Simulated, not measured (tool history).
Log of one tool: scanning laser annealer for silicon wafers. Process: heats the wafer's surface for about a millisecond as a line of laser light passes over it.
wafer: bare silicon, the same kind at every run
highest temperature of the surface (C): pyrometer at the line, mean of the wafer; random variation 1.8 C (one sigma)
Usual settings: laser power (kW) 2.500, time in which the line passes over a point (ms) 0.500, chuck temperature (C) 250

| run | hour | laser power (kW) | time in which the line passes over a point (ms) | chuck temperature (C) | highest temperature of the surface (C) |
|---|---|---|---|---|---|
| 1 | 0.0 | 2.500 | 0.500 | 250 | 969 |
| 2 | 27.1 | 2.500 | 0.500 | 250 | 965 |
| 3 | 68.3 | 2.500 | 0.500 | 250 | 965 |
| 4 | 109.7 | 2.500 | 0.500 | 250 | 963 |
| 5 | 163.7 | 2.486 | 0.500 | 250 | 956 |
| 6 | 194.4 | 2.486 | 0.500 | 250 | 954 |
| 7 | 238.7 | 2.486 | 0.500 | 250 | 949 |
| 8 | 293.0 | 2.500 | 0.500 | 250 | 950 |
| 9 | 324.7 | 2.500 | 0.500 | 250 | 950 |
| 10 | 386.5 | 2.500 | 0.500 | 250 | 944 |
| 11 | 413.0 | 2.500 | 0.500 | 250 | 945 |
|  | 418.6 | window over the wafer cleaned |
| 12 | 466.4 | 2.500 | 0.500 | 250 | 967 |
| 13 | 520.7 | 2.500 | 0.500 | 250 | 967 |
| 14 | 550.5 | 2.500 | 0.500 | 250 | 967 |
| 15 | 579.3 | 2.500 | 0.464 | 279 | 961 |
| 16 | 634.8 | 2.714 | 0.500 | 250 | 1030 |
| 17 | 668.2 | 2.500 | 0.500 | 282 | 991 |
| 18 | 699.4 | 2.284 | 0.500 | 282 | 917 |
| 19 | 734.0 | 2.327 | 0.401 | 250 | 820 |
| 20 | 791.2 | 2.327 | 0.401 | 250 | 817 |
| 21 | 841.9 | 2.327 | 0.401 | 250 | 811 |
| 22 | 890.7 | 2.327 | 0.401 | 250 | 810 |
| 23 | 948.1 | 2.302 | 0.476 | 231 | 845 |
| 24 | 984.2 | 2.500 | 0.500 | 238 | 929 |
|  | 993.5 | window over the wafer cleaned |
| 25 | 1044.5 | 2.500 | 0.465 | 233 | 923 |
| 26 | 1098.1 | 2.231 | 0.521 | 250 | 894 |

3 ways to go on from here, each from the tool as it stands after run 26. What would each give?
| A | 1149.5 | 2.500 | 0.500 | 256 | ? |
| B | 1149.5 | 2.500 | 0.480 | 247 | ? |
| C | 1149.5 | 2.231 | 0.386 | 250 | ? |

| run | highest temperature of the surface (C) |
|---|---|
| A | 968 |
| B | 942 |
| C | 786 |
Without the tool's hidden state the same runs would have given:
| run | highest temperature of the surface (C) |
|---|---|
| A | 989 |
| B | 963 |
| C | 802 |
